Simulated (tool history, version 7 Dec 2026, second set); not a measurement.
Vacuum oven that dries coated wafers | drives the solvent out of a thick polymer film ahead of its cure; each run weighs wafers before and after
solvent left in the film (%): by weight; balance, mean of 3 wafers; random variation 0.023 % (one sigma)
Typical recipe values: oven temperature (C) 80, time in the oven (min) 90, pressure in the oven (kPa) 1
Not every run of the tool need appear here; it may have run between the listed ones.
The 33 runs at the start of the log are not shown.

| run | day | oven temperature (C) | time in the oven (min) | pressure in the oven (kPa) | hours of work since the thermocouples were calibrated | hours of work since the vacuum gauge was cleaned of residue | solvent left in the film (%) |
|---|---|---|---|---|---|---|---|
| 34 | 62.388 | 81 | 90 | 1 | 198 | 92 | 1.13 |
| 35 | 63.85 | 95 | 90 | 2.11 | 224 | 118 | 0.76 |
| 36 | 65.65 | 95 | 148 | 2.11 | 256 | 150 | 0.8 |
| 37 | 67.442 | 94 | 110 | 3.66 | 288 | 182 | 1.37 |
| 38 | 69.579 | 94 | 69 | 1.88 | 326 | 220 | 0.9 |
| 39 | 71.6 | 94 | 69 | 1.88 | 362 | 256 | 0.87 |
| 40 | 73.133 | 94 | 69 | 1.88 | 390 | 283 | 0.9 |
| 41 | 74.683 | 94 | 69 | 1.88 | 417 | 311 | 0.89 |
| 42 | 76.121 | 77 | 82 | 3.44 | 443 | 337 | 3.45 |
| 43 | 77.217 | 77 | 82 | 3.44 | 462 | 356 | 3.49 |
| 44 | 79.517 | 65 | 82 | 3.44 | 503 | 397 | 6.65 |
| 45 | 81.079 | 66 | 88 | 3.44 | 531 | 425 | 6.08 |
| 46 | 82.238 | 93 | 90 | 3.4 | 552 | 446 | 1.41 |
| 47 | 84.529 | 93 | 90 | 3.4 | 593 | 486 | 1.38 |

Expected results for the next run?
| 48 | 86.829 | 82 | 90 | 1.15 | 634 | 527 | ? |

Run 48 measured solvent left in the film (%) 1.19.
With no hidden state in the tool, this same run would have given solvent left in the film (%) 1.12.
